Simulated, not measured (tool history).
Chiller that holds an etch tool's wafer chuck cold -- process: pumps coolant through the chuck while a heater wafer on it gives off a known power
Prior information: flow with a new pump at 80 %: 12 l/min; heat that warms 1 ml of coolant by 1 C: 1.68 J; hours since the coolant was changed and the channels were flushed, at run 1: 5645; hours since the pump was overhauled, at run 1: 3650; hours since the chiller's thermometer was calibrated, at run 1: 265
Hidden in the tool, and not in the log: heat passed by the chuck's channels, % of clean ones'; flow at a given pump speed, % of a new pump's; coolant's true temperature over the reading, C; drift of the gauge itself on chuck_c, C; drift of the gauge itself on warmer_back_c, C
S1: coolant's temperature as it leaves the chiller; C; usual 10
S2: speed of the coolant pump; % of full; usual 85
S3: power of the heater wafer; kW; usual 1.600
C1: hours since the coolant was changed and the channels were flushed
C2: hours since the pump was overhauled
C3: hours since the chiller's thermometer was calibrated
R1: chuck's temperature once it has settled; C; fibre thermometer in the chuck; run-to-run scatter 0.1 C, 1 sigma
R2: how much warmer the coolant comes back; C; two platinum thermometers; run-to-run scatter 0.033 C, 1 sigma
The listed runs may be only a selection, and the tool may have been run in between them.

Run 1, day 0.000: usual settings; C1 5645; C2 3650; C3 265. Result: R1 21.9 C, R2 4.45 C.
Run 2, day 4.029: usual settings; C1 5742; C2 3746; C3 362. Result: R1 21.6 C, R2 4.43 C.
Run 3, day 8.442: usual settings; C1 5847; C2 3852; C3 468. Result: R1 22.0 C, R2 4.43 C.
Run 4, day 12.912: usual settings; C1 5955; C2 3959; C3 575. Result: R1 22.0 C, R2 4.46 C.
Run 5, day 15.038: usual settings; C1 6006; C2 4010; C3 626. Result: R1 21.7 C, R2 4.47 C.
Run 6, day 17.488: usual settings; C1 6065; C2 4069; C3 685. Result: R1 22.0 C, R2 4.48 C.
Run 7, day 21.383: usual settings; C1 6158; C2 4163; C3 778. Result: R1 21.8 C, R2 4.44 C.
Run 8, day 24.850: usual settings but S3 1.952 kW; C1 6241; C2 4246; C3 861. Result: R1 24.4 C, R2 5.36 C.
Run 9, day 27.167: usual settings but S3 2.123 kW; C1 6297; C2 4302; C3 917. Result: R1 25.7 C, R2 5.94 C.
Run 10, day 30.992: usual settings but S3 2.123 kW; C1 6389; C2 4393; C3 1009. Result: R1 25.7 C, R2 5.93 C.
Run 11, day 35.696: usual settings; C1 6502; C2 4506; C3 1122. Result: R1 21.8 C, R2 4.44 C.
Run 12, day 38.442: usual settings but S2 77 % of full, S3 2.134 kW; C1 6567; C2 4572; C3 1188. Result: R1 26.8 C, R2 6.56 C.
Run 13, day 43.133: usual settings but S1 5 C, S2 60 % of full, S3 2.134 kW; C1 6680; C2 4685; C3 1300. Result: R1 24.7 C, R2 8.64 C.
Run 14, day 47.562: usual settings but S2 74 % of full, S3 1.758 kW; C1 6786; C2 4791; C3 1406. Result: R1 24.1 C, R2 5.74 C.
Run 15, day 50.329: usual settings but S2 74 % of full, S3 1.758 kW; C1 6853; C2 4857; C3 1473. Result: R1 24.1 C, R2 5.77 C.
Run 16, day 52.554: usual settings but S2 74 % of full, S3 1.758 kW; C1 6906; C2 4911; C3 1526. Result: R1 24.0 C, R2 5.69 C.
Run 17, day 56.804: usual settings but S1 3 C, S2 68 % of full, S3 0.973 kW; C1 7008; C2 5013; C3 1628. Result: R1 11.4 C, R2 3.48 C.
Run 18, day 60.471: usual settings but S1 3 C, S2 68 % of full, S3 0.973 kW; C1 7096; C2 5101; C3 1716. Result: R1 11.2 C, R2 3.51 C.
Run 19, day 65.438: usual settings but S1 3 C, S2 68 % of full, S3 0.973 kW; C1 7215; C2 5220; C3 1835. Result: R1 11.3 C, R2 3.42 C.

For run 20, what comes out?
Run 20, day 69.233: usual settings but S1 16 C; C1 7306; C2 5311; C3 1927. Result: R1 ?, R2 ?.

{"run 20": {"R1": 27.9, "R2": 4.46}}
Without the tool's hidden state the same run would have given R1 27.9 C, R2 4.46 C.
